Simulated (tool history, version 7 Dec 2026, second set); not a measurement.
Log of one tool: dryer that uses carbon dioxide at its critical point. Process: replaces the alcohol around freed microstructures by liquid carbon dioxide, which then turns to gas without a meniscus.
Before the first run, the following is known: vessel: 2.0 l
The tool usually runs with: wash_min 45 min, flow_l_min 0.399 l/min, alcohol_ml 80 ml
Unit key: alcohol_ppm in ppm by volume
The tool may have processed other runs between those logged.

| run | hour | wash_min | flow_l_min | alcohol_ml | alcohol_ppm |
|---|---|---|---|---|---|
| 1 | 0.0 | 45 | 0.399 | 80 | 66 |
| 2 | 8.6 | 45 | 0.399 | 80 | 64 |
| 3 | 15.6 | 45 | 0.399 | 80 | 64 |
| 4 | 20.2 | 45 | 0.399 | 102 | 81 |
| 5 | 29.7 | 45 | 0.399 | 102 | 83 |
| 6 | 36.0 | 45 | 0.399 | 102 | 85 |
| 7 | 43.4 | 45 | 0.399 | 102 | 96 |
| 8 | 53.0 | 45 | 0.399 | 44 | 32 |
| 9 | 60.8 | 45 | 0.399 | 44 | 33 |
| 10 | 66.3 | 45 | 0.399 | 44 | 44 |
| 11 | 74.8 | 45 | 0.399 | 80 | 72 |
| 12 | 82.9 | 45 | 0.399 | 80 | 73 |
| 13 | 88.3 | 45 | 0.399 | 80 | 69 |
| 14 | 96.2 | 45 | 0.399 | 80 | 65 |
| 15 | 104.5 | 51 | 0.399 | 80 | 36 |
| 16 | 113.0 | 45 | 0.399 | 80 | 63 |
| 17 | 117.0 | 45 | 0.399 | 80 | 76 |
| 18 | 123.8 | 45 | 0.399 | 80 | 78 |
| 19 | 128.2 | 45 | 0.399 | 97 | 87 |
| 20 | 134.2 | 45 | 0.399 | 97 | 80 |
| 21 | 143.1 | 45 | 0.399 | 97 | 92 |
| 22 | 150.8 | 45 | 0.369 | 80 | 108 |
| 23 | 159.7 | 45 | 0.369 | 80 | 115 |
| 24 | 168.0 | 45 | 0.654 | 105 | 15 |
| 25 | 175.2 | 45 | 0.654 | 105 | 23 |
| 26 | 183.9 | 33 | 0.654 | 105 | 42 |
| 27 | 190.5 | 29 | 0.302 | 92 | 1892 |
| 28 | 199.3 | 29 | 0.302 | 92 | 1968 |
| 29 | 206.4 | 29 | 0.302 | 92 | 1897 |
| 30 | 213.2 | 45 | 0.509 | 80 | 35 |
| 31 | 218.3 | 35 | 0.287 | 107 | 1372 |
| 32 | 224.4 | 45 | 0.670 | 27 | 14 |
| 33 | 233.4 | 45 | 0.476 | 112 | 50 |
| 34 | 239.1 | 45 | 0.476 | 112 | 46 |
| 35 | 247.4 | 70 | 0.388 | 80 | 17 |
| 36 | 255.4 | 70 | 0.480 | 115 | 17 |
| 37 | 259.5 | 70 | 0.625 | 115 | 16 |
| 38 | 264.1 | 45 | 0.570 | 62 | 25 |
| 39 | 271.0 | 45 | 0.570 | 62 | 15 |
| 40 | 277.7 | 45 | 0.670 | 39 | 16 |
| 41 | 283.1 | 69 | 0.259 | 80 | 72 |

Below, some changes in alcohol_ppm between adjacent runs. For each, the amount present without the hidden state too (settings, incoming material, random variation) and the amount remaining for the hidden state with gauge scatter not shared by both compared results:
Hidden state present: flow that reaches the vessel past the clogged filter, %; alcohol in the recycled carbon dioxide, ppm; drift of the gauge itself on alcohol_ppm, %.
Run 26 -> 27: wash_min 33 -> 29, flow_l_min 0.654 -> 0.302, alcohol_ml 105 -> 92. alcohol_ppm +1850 ppm by volume: hidden state +264, all else +1586.
Run 29 -> 30: wash_min 29 -> 45, flow_l_min 0.302 -> 0.509, alcohol_ml 92 -> 80. alcohol_ppm -1862 ppm by volume: hidden state -281, all else -1581.
Run 31 -> 32: wash_min 35 -> 45, flow_l_min 0.287 -> 0.670, alcohol_ml 107 -> 27. alcohol_ppm -1358 ppm by volume: hidden state -239, all else -1119.
